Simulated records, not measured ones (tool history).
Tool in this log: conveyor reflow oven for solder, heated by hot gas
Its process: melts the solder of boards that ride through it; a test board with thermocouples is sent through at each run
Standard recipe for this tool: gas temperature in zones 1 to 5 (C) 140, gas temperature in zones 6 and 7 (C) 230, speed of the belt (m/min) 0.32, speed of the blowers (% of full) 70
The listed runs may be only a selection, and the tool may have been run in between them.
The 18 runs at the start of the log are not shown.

| run | hour | gas temperature in zones 1 to 5 (C) | gas temperature in zones 6 and 7 (C) | speed of the belt (m/min) | speed of the blowers (% of full) | highest temperature of the board (C) | time above the solder's melting point (s) |
|---|---|---|---|---|---|---|---|
| 19 | 700.1 | 140 | 237 | 0.31 | 70 | 218 | 88.2 |
|  | 731.9 | flux residue cleaned out of gas plates and filters |
|  | 747.7 | thermocouples of zones 6 and 7 changed |
| 20 | 750.3 | 146 | 235 | 0.344 | 79 | 221.5 | 87.5 |
| 21 | 775 | 146 | 235 | 0.344 | 79 | 220.5 | 87.2 |
| 22 | 795.6 | 146 | 235 | 0.344 | 79 | 220.6 | 86.9 |
| 23 | 841 | 146 | 235 | 0.344 | 79 | 220.3 | 86 |
| 24 | 869.4 | 146 | 235 | 0.344 | 79 | 220.6 | 86.6 |
| 25 | 910 | 146 | 235 | 0.344 | 79 | 220.6 | 85.7 |
| 26 | 944.4 | 142 | 225 | 0.32 | 70 | 210.1 | 78.6 |
| 27 | 972.9 | 148 | 220 | 0.364 | 70 | 203.3 | 61.8 |
| 28 | 1021.2 | 126 | 219 | 0.315 | 55 | 196.2 | 44.3 |
| 29 | 1056.7 | 126 | 219 | 0.295 | 55 | 198.2 | 53.4 |
| 30 | 1080.2 | 126 | 219 | 0.295 | 55 | 197.8 | 52.6 |

4 ways to go on from here, each from the tool as it stands after run 30. What would each give?
| A | 1103.3 | 137 | 234 | 0.282 | 55 | ? | ? |
| B | 1103.3 | 140 | 230 | 0.318 | 70 | ? | ? |
| C | 1103.3 | 131 | 219 | 0.365 | 56 | ? | ? |
| D | 1103.3 | 135 | 220 | 0.279 | 55 | ? | ? |

| run | highest temperature of the board (C) | time above the solder's melting point (s) |
|---|---|---|
| A | 214.1 | 92 |
| B | 213 | 81.2 |
| C | 192.3 | 27.3 |
| D | 202.8 | 71.3 |
Without the tool's hidden state the same runs would have given:
| run | highest temperature of the board (C) | time above the solder's melting point (s) |
|---|---|---|
| A | 216.9 | 95.8 |
| B | 216.2 | 85.5 |
| C | 195.6 | 35.3 |
| D | 205.4 | 77.2 |
